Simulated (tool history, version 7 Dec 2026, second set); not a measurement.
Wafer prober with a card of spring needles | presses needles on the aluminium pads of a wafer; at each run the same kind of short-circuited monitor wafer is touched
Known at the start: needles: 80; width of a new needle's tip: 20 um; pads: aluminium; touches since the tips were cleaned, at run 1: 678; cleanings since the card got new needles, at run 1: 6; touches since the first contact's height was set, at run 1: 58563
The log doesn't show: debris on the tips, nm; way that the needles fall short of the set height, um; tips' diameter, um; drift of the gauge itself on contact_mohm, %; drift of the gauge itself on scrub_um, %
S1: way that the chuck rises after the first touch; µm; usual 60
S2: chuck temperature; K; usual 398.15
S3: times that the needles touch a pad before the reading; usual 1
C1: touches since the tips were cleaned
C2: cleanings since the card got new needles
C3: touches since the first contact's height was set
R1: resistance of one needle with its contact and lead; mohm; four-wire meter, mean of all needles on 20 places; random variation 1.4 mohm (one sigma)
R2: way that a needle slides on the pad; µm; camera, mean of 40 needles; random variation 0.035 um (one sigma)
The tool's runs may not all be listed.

run,hour,S1,S2,S3,C1,C2,C3,R1,R2
1,0.0,60,398.15,1,678,6,58563,129,14.29
# hour 11.2: tips cleaned on abrasive film
2,20.2,60,398.15,1,6503,7,73051,128,14.26
# hour 23.1: tips cleaned on abrasive film
# hour 36.7: tips cleaned on abrasive film
3,40.2,60,398.15,1,2569,9,87419,129,14.31
# hour 48.3: tips cleaned on abrasive film
# hour 62.0: tips cleaned on abrasive film
4,64.3,60,398.15,1,1653,11,104657,129,14.31
# hour 75.7: tips cleaned on abrasive film
# hour 88.9: tips cleaned on abrasive film
# hour 102.0: tips cleaned on abrasive film
5,109.2,60,398.15,1,5164,14,136854,128,14.23
# hour 114.6: tips cleaned on abrasive film
# hour 127.0: tips cleaned on abrasive film
# hour 140.9: tips cleaned on abrasive film
6,151.8,60,300.15,1,7891,17,167426,115,14.24
# hour 154.7: tips cleaned on abrasive film
# hour 167.7: tips cleaned on abrasive film
# hour 181.5: tips cleaned on abrasive film
7,182.9,60,300.15,1,1055,20,189723,115,14.27
# hour 188.9: height of the first contact set anew
# hour 194.3: tips cleaned on abrasive film
# hour 208.5: tips cleaned on abrasive film
# hour 222.1: tips cleaned on abrasive film
8,223.4,60,300.15,2,934,23,24728,112,14.26
# hour 234.8: tips cleaned on abrasive film
# hour 246.2: tips cleaned on abrasive film
9,251.6,60,300.15,2,3956,25,44973,113,14.30
# hour 260.2: tips cleaned on abrasive film
# hour 274.4: tips cleaned on abrasive film
# hour 287.2: tips cleaned on abrasive film
# hour 300.5: tips cleaned on abrasive film
10,300.8,60,316.15,1,205,29,80182,120,14.32
# hour 313.6: tips cleaned on abrasive film
# hour 326.8: tips cleaned on abrasive film
# hour 340.0: tips cleaned on abrasive film
11,349.1,60,398.15,1,6611,32,114908,127,14.36
# hour 352.1: tips cleaned on abrasive film
# hour 365.6: tips cleaned on abrasive film
12,371.4,60,398.15,1,4199,34,130857,127,14.30
# hour 377.1: tips cleaned on abrasive film
# hour 390.7: tips cleaned on abrasive film
13,397.9,60,398.15,1,5174,36,149827,128,14.34
# hour 403.6: tips cleaned on abrasive film
# hour 417.0: tips cleaned on abrasive film
14,422.5,60,398.15,1,3950,38,167455,127,14.31
# hour 430.5: tips cleaned on abrasive film
# hour 444.4: tips cleaned on abrasive film
15,448.5,63,304.15,2,2974,40,186108,114,15.06
# hour 456.3: tips cleaned on abrasive film
# hour 459.4: height of the first contact set anew
# hour 470.2: tips cleaned on abrasive film
# hour 484.0: tips cleaned on abrasive film
16,484.0,60,320.15,2,0,43,17611,115,14.37
# hour 497.7: tips cleaned on abrasive film
# hour 510.5: tips cleaned on abrasive film
17,518.5,64,342.15,2,5753,45,42374,120,15.38
# hour 524.2: tips cleaned on abrasive film
# hour 537.1: tips cleaned on abrasive film
# hour 551.3: tips cleaned on abrasive film
# hour 563.5: tips cleaned on abrasive film
18,563.5,64,335.15,2,0,49,74570,117,15.36
# hour 577.6: tips cleaned on abrasive film
# hour 590.8: tips cleaned on abrasive film
# hour 604.4: tips cleaned on abrasive film
19,612.0,60,312.15,3,5467,52,109395,115,14.35
# hour 617.5: tips cleaned on abrasive film
# hour 631.1: tips cleaned on abrasive film
# hour 644.0: tips cleaned on abrasive film
20,651.7,60,305.15,1,5619,55,137916,116,14.35
# hour 657.5: tips cleaned on abrasive film
# hour 668.8: tips cleaned on abrasive film
# hour 682.5: tips cleaned on abrasive film
# hour 696.6: tips cleaned on abrasive film
21,701.5,45,365.15,2,3525,59,173567,128,10.80
# hour 709.1: tips cleaned on abrasive film
# hour 722.6: tips cleaned on abrasive film
# hour 730.8: height of the first contact set anew
# hour 735.9: tips cleaned on abrasive film
22,735.9,46,306.15,2,0,62,3551,119,11.01
# hour 747.9: tips cleaned on abrasive film
# hour 759.3: tips cleaned on abrasive film
23,764.4,43,306.15,3,3714,64,24029,119,10.36
# hour 773.0: tips cleaned on abrasive film
# hour 787.0: tips cleaned on abrasive film
# hour 800.4: tips cleaned on abrasive film
# hour 813.4: tips cleaned on abrasive film
24,813.4,42,326.15,1,0,68,59130,123,10.14
# hour 825.9: tips cleaned on abrasive film
# hour 839.3: tips cleaned on abrasive film
25,844.9,78,347.15,2,4047,70,81763,115,18.74
# hour 852.9: tips cleaned on abrasive film
# hour 865.8: tips cleaned on abrasive film
# hour 880.0: tips cleaned on abrasive film
26,886.3,57,398.15,1,4602,73,111469,130,13.77
# hour 892.1: tips cleaned on abrasive film
# hour 904.9: tips cleaned on abrasive film
# hour 918.2: tips cleaned on abrasive film
27,928.9,46,333.15,1,7725,76,142032,125,11.06

Forecast each of these 4 alternatives for the next run:
# hour 931.8: tips cleaned on abrasive film
# hour 945.0: tips cleaned on abrasive film
# hour 959.1: gauge calibrated
# hour 959.2: tips cleaned on abrasive film
A,967.0,43,336.15,2,5658,79,169318,?,?
# hour 931.8: tips cleaned on abrasive film
# hour 945.0: tips cleaned on abrasive film
# hour 959.1: gauge calibrated
# hour 959.2: tips cleaned on abrasive film
B,967.0,46,306.15,1,5658,79,169318,?,?
# hour 931.8: tips cleaned on abrasive film
# hour 945.0: tips cleaned on abrasive film
# hour 959.1: gauge calibrated
# hour 959.2: tips cleaned on abrasive film
C,967.0,46,310.15,1,5658,79,169318,?,?
# hour 931.8: tips cleaned on abrasive film
# hour 945.0: tips cleaned on abrasive film
# hour 959.1: gauge calibrated
# hour 959.2: tips cleaned on abrasive film
D,967.0,46,379.15,1,5658,79,169318,?,?

run,R1,R2
A,125,10.18
B,121,10.94
C,118,10.93
D,129,10.96
Without the tool's hidden state the same runs would have given:
run,R1,R2
A,125,10.18
B,121,10.94
C,118,10.93
D,129,10.96

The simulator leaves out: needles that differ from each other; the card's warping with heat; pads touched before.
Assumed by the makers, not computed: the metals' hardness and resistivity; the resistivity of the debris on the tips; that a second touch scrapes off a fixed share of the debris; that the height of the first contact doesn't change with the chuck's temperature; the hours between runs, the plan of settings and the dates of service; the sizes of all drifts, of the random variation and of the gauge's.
